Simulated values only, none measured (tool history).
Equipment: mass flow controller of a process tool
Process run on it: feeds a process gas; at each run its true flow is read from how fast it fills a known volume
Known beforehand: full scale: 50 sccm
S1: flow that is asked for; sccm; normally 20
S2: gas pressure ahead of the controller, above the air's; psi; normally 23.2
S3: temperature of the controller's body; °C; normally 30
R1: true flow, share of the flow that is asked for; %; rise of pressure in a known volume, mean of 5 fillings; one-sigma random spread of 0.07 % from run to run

run	hour	S1	S2	S3	R1
1	0	20	23.2	30	98.75
2	268.9	20	23.2	30	98.55
3	501.2	20	23.2	30	98.53
4	695.1	20	23.2	30	98.44
5	901.6	20	23.2	30	98.38
6	1124.5	27	23.2	30	98.52
7	1486.9	35	23.2	30	99.06
8	1721.3	35	23.2	30	98.97
9	1910.6	35	23.2	30	98.79
10	2116.8	35	23.2	30	98.79
11	2452.8	35	23.2	30	98.78
12	2792.5	35	23.2	30	98.6
13	3140.7	9	23.2	30	95.38
14	3305.5	9	23.2	30	95.2
15	3582.8	9	23.2	30	94.84
16	3868.1	20	24.8	30	96.93
17	4040.5	20	24.8	30	96.81
18	4396.6	20	23.2	30	96.67
19	4665.3	20	23.2	30	96.63
20	4999.9	20	23.2	30	96.56
21	5229.9	20	23.2	25	96.3
22	5466.4	20	23.2	25	96.33
23	5800.4	20	22.3	31	96.35
24	6080.6	9	23.2	36	93
25	6296.9	15	23.2	30	94.94
# hour 6331.5: controller's zero set anew
26	6492.9	7	23.1	22	87.69
27	6686.4	9	31.2	22	89.29
28	6870.6	15	25.2	22	93.01
29	7078.5	7	23.2	40	87.62
# hour 7331.1: controller's zero set anew, once more
30	7359.1	7	23.2	40	97.89
31	7651	12	23.2	35	97.82
32	7979.2	45	23.5	31	99.26
33	8325.5	20	23.2	32	97.91
34	8650.4	32	35.1	31	97.83
35	8901.9	20	23.1	39	97.82
36	9176.1	20	23.1	39	97.75
37	9455.2	20	23.1	39	97.66
38	9762.1	13	37.4	22	95.36
39	10022.6	24	23.2	30	97.49
40	10222.5	24	23.2	30	97.29
41	10386.2	6	21.9	26	93.31
42	10736.5	20	28	33	96.58
43	11018.3	20	28	33	96.49
44	11387.3	5	23.2	35	91.1

Here are 4 independent what-if runs from the current tool condition. What would each one return?
A	11746.4	5	23.1	20	?
B	11746.4	45	24.1	35	?
C	11746.4	10	26.4	25	?
D	11746.4	18	25.7	31	?

run	R1
A	90.08
B	98.54
C	93.79
D	95.92
With no hidden state in the tool, these same runs would have given:
run	R1
A	98.03
B	100.35
C	98.29
D	98.88

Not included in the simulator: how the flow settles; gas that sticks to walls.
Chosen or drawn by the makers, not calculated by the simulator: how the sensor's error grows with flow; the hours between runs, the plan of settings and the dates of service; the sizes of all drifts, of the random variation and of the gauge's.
